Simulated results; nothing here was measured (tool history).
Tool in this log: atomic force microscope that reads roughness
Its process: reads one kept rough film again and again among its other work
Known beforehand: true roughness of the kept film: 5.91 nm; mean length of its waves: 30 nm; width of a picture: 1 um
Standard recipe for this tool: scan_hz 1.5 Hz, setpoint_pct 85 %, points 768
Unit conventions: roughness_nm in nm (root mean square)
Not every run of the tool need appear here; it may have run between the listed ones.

run,hour,scan_hz,setpoint_pct,points,roughness_nm
1,0,1.5,85,768,3.979
2,43,1.5,85,768,3.998
# hour 97.4: new tip fitted
3,105.6,1.98,85,768,3.809
4,147.6,1.5,85,768,3.996
5,185.8,1.5,85,768,3.992
6,222.6,1.5,85,768,4.01
7,252.2,1.5,85,768,3.989
# hour 301.3: new tip fitted
8,305.2,1.18,85,768,4.112
9,359.3,1.18,85,768,4.105
10,422.3,1.18,85,768,4.109
11,456.8,1.5,57,768,4.497
# hour 508.9: new tip fitted
12,510.5,2.23,71,656,4.157
13,541.8,2.23,71,656,4.17
14,609,2.23,67,382,4.221
15,638.2,1.84,62,361,4.337
16,678.8,0.63,76,768,4.474
# hour 713.4: new tip fitted
17,724.9,2,85,549,3.808
18,761.9,0.58,85,767,4.399
19,824.6,1.85,59,767,4.46

Run 20, settings as shown, results not yet in. Your forecast:
20,852.9,1.85,59,767,?

roughness_nm: 4.478 nm (root mean square)
With no hidden state in the tool, this same run would have given roughness_nm 4.491 nm (root mean square).
